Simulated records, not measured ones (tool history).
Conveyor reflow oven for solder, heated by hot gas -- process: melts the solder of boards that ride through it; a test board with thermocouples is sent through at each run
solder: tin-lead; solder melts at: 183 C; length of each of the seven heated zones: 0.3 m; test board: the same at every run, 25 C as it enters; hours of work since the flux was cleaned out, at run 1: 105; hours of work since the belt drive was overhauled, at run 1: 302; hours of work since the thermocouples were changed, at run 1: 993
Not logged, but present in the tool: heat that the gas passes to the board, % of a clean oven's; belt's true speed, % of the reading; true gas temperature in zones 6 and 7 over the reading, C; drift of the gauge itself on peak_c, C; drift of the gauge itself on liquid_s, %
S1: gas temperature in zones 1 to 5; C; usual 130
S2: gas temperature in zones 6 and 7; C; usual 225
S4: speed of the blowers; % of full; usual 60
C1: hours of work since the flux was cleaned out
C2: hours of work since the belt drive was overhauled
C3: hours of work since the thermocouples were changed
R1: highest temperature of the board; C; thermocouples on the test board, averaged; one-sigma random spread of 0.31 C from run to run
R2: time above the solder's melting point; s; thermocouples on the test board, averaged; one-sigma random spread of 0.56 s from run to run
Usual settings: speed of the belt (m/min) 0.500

{"run": 1, "hour": 0.0, "S1": 130, "S2": 225, "speed of the belt (m/min)": 0.5, "S4": 60, "C1": 105, "C2": 302, "C3": 993, "R1": 207.8, "R2": 43.4}
{"run": 2, "hour": 25.4, "S1": 115, "S2": 225, "speed of the belt (m/min)": 0.5, "S4": 60, "C1": 118, "C2": 315, "C3": 1005, "R1": 205.1, "R2": 35.9}
{"run": 3, "hour": 54.7, "S1": 130, "S2": 225, "speed of the belt (m/min)": 0.5, "S4": 60, "C1": 132, "C2": 330, "C3": 1020, "R1": 208.1, "R2": 43.2}
{"run": 4, "hour": 83.8, "S1": 130, "S2": 225, "speed of the belt (m/min)": 0.5, "S4": 60, "C1": 147, "C2": 344, "C3": 1034, "R1": 207.9, "R2": 43.3}
{"run": 5, "hour": 128.4, "S1": 130, "S2": 225, "speed of the belt (m/min)": 0.5, "S4": 60, "C1": 169, "C2": 366, "C3": 1056, "R1": 208.0, "R2": 43.6}
{"run": 6, "hour": 149.2, "S1": 130, "S2": 225, "speed of the belt (m/min)": 0.5, "S4": 60, "C1": 179, "C2": 376, "C3": 1066, "R1": 208.1, "R2": 42.6}
{"hour": 155.3, "done": "thermocouples of zones 6 and 7 changed"}
{"run": 7, "hour": 195.3, "S1": 130, "S2": 225, "speed of the belt (m/min)": 0.5, "S4": 60, "C1": 201, "C2": 398, "C3": 20, "R1": 205.3, "R2": 41.0}
{"run": 8, "hour": 226.0, "S1": 122, "S2": 225, "speed of the belt (m/min)": 0.5, "S4": 60, "C1": 216, "C2": 413, "C3": 35, "R1": 203.5, "R2": 36.3}
{"run": 9, "hour": 252.5, "S1": 122, "S2": 225, "speed of the belt (m/min)": 0.5, "S4": 60, "C1": 229, "C2": 426, "C3": 48, "R1": 203.7, "R2": 35.7}
{"run": 10, "hour": 285.8, "S1": 130, "S2": 225, "speed of the belt (m/min)": 0.49, "S4": 60, "C1": 246, "C2": 443, "C3": 65, "R1": 206.3, "R2": 42.2}
{"run": 11, "hour": 319.3, "S1": 130, "S2": 225, "speed of the belt (m/min)": 0.49, "S4": 60, "C1": 262, "C2": 459, "C3": 81, "R1": 205.5, "R2": 41.5}
{"hour": 341.7, "done": "flux residue cleaned out of gas plates and filters"}
{"run": 12, "hour": 350.9, "S1": 130, "S2": 225, "speed of the belt (m/min)": 0.5, "S4": 60, "C1": 5, "C2": 472, "C3": 94, "R1": 206.3, "R2": 41.4}
{"run": 13, "hour": 391.5, "S1": 130, "S2": 225, "speed of the belt (m/min)": 0.5, "S4": 60, "C1": 25, "C2": 493, "C3": 114, "R1": 206.9, "R2": 42.2}
{"run": 14, "hour": 420.0, "S1": 130, "S2": 225, "speed of the belt (m/min)": 0.5, "S4": 62, "C1": 39, "C2": 507, "C3": 128, "R1": 206.8, "R2": 43.0}
{"run": 15, "hour": 451.7, "S1": 130, "S2": 225, "speed of the belt (m/min)": 0.5, "S4": 60, "C1": 54, "C2": 522, "C3": 144, "R1": 206.5, "R2": 41.2}
{"run": 16, "hour": 483.2, "S1": 130, "S2": 225, "speed of the belt (m/min)": 0.5, "S4": 60, "C1": 70, "C2": 538, "C3": 160, "R1": 206.4, "R2": 41.2}
{"run": 17, "hour": 514.4, "S1": 130, "S2": 236, "speed of the belt (m/min)": 0.571, "S4": 60, "C1": 85, "C2": 553, "C3": 175, "R1": 210.1, "R2": 38.6}
{"hour": 522.0, "done": "belt drive overhauled, speed set with a stopwatch"}
{"run": 18, "hour": 544.6, "S1": 140, "S2": 224, "speed of the belt (m/min)": 0.513, "S4": 60, "C1": 98, "C2": 11, "C3": 188, "R1": 206.8, "R2": 44.2}
{"run": 19, "hour": 587.5, "S1": 131, "S2": 227, "speed of the belt (m/min)": 0.432, "S4": 54, "C1": 120, "C2": 32, "C3": 209, "R1": 212.1, "R2": 55.4}
{"run": 20, "hour": 627.9, "S1": 131, "S2": 227, "speed of the belt (m/min)": 0.432, "S4": 54, "C1": 139, "C2": 52, "C3": 229, "R1": 212.3, "R2": 56.6}
{"run": 21, "hour": 662.9, "S1": 131, "S2": 227, "speed of the belt (m/min)": 0.432, "S4": 54, "C1": 157, "C2": 70, "C3": 246, "R1": 211.5, "R2": 56.6}
{"hour": 676.6, "done": "belt drive overhauled, speed set with a stopwatch, once more"}
{"run": 22, "hour": 699.6, "S1": 135, "S2": 227, "speed of the belt (m/min)": 0.432, "S4": 54, "C1": 173, "C2": 11, "C3": 263, "R1": 211.2, "R2": 56.7}
{"run": 23, "hour": 737.0, "S1": 135, "S2": 227, "speed of the belt (m/min)": 0.432, "S4": 54, "C1": 191, "C2": 30, "C3": 281, "R1": 211.5, "R2": 56.1}
{"run": 24, "hour": 775.1, "S1": 141, "S2": 225, "speed of the belt (m/min)": 0.456, "S4": 60, "C1": 210, "C2": 49, "C3": 300, "R1": 211.0, "R2": 54.3}
{"run": 25, "hour": 813.8, "S1": 141, "S2": 225, "speed of the belt (m/min)": 0.456, "S4": 60, "C1": 229, "C2": 68, "C3": 319, "R1": 210.4, "R2": 54.7}
{"run": 26, "hour": 851.7, "S1": 141, "S2": 225, "speed of the belt (m/min)": 0.456, "S4": 60, "C1": 248, "C2": 87, "C3": 338, "R1": 210.4, "R2": 54.9}
{"run": 27, "hour": 879.4, "S1": 139, "S2": 225, "speed of the belt (m/min)": 0.502, "S4": 60, "C1": 262, "C2": 100, "C3": 351, "R1": 207.3, "R2": 46.0}
{"hour": 902.8, "done": "flux residue cleaned out of gas plates and filters"}
{"run": 28, "hour": 903.5, "S1": 139, "S2": 225, "speed of the belt (m/min)": 0.502, "S4": 60, "C1": 0, "C2": 110, "C3": 361, "R1": 208.5, "R2": 46.5}
{"run": 29, "hour": 947.8, "S1": 130, "S2": 225, "speed of the belt (m/min)": 0.5, "S4": 56, "C1": 22, "C2": 132, "C3": 383, "R1": 205.5, "R2": 41.5}
{"run": 30, "hour": 970.3, "S1": 130, "S2": 225, "speed of the belt (m/min)": 0.5, "S4": 56, "C1": 33, "C2": 143, "C3": 394, "R1": 206.0, "R2": 40.3}

Across each entry between runs, compare the hidden state at the last listed run before it with the hidden state at the first listed run after it:
Run 6 -> run 7: thermocouples of zones 6 and 7 changed (hour 155.3)
  heat that the gas passes to the board, % of a clean oven's: 95.6 -> 95.1; belt's true speed, % of the reading: 98.94 -> 98.88; true gas temperature in zones 6 and 7 over the reading, C: 3.32 -> 0.25
  the result without the hidden state subtracted from the measured one, R1: +2.0 -> -0.6 C; R2: +2.3 -> -0.5 s
Run 11 -> run 12: flux residue cleaned out of gas plates and filters (hour 341.7)
  heat that the gas passes to the board, % of a clean oven's: 93.8 -> 99.1; belt's true speed, % of the reading: 98.71 -> 98.68; true gas temperature in zones 6 and 7 over the reading, C: 0.44 -> 0.48
  the result without the hidden state subtracted from the measured one, R1: -0.8 -> +0.6 C; R2: -0.6 -> +1.3 s
Run 17 -> run 18: belt drive overhauled, speed set with a stopwatch (hour 522.0)
  heat that the gas passes to the board, % of a clean oven's: 97.2 -> 96.9; belt's true speed, % of the reading: 98.46 -> 97.74; true gas temperature in zones 6 and 7 over the reading, C: 0.73 -> 0.76
  the result without the hidden state subtracted from the measured one, R1: +0.4 -> +0.6 C; R2: +0.9 -> +1.7 s
Run 21 -> run 22: belt drive overhauled, speed set with a stopwatch, once more (hour 676.6)
  heat that the gas passes to the board, % of a clean oven's: 95.6 -> 95.3; belt's true speed, % of the reading: 97.57 -> 99.98; true gas temperature in zones 6 and 7 over the reading, C: 0.94 -> 0.99
  the result without the hidden state subtracted from the measured one, R1: +0.6 -> -0.1 C; R2: +1.9 -> -0.4 s
Run 27 -> run 28: flux residue cleaned out of gas plates and filters (hour 902.8)
  heat that the gas passes to the board, % of a clean oven's: 93.4 -> 99.6; belt's true speed, % of the reading: 99.74 -> 99.71; true gas temperature in zones 6 and 7 over the reading, C: 1.28 -> 1.31
  the result without the hidden state subtracted from the measured one, R1: -0.5 -> +1.1 C; R2: -0.8 -> +1.2 s
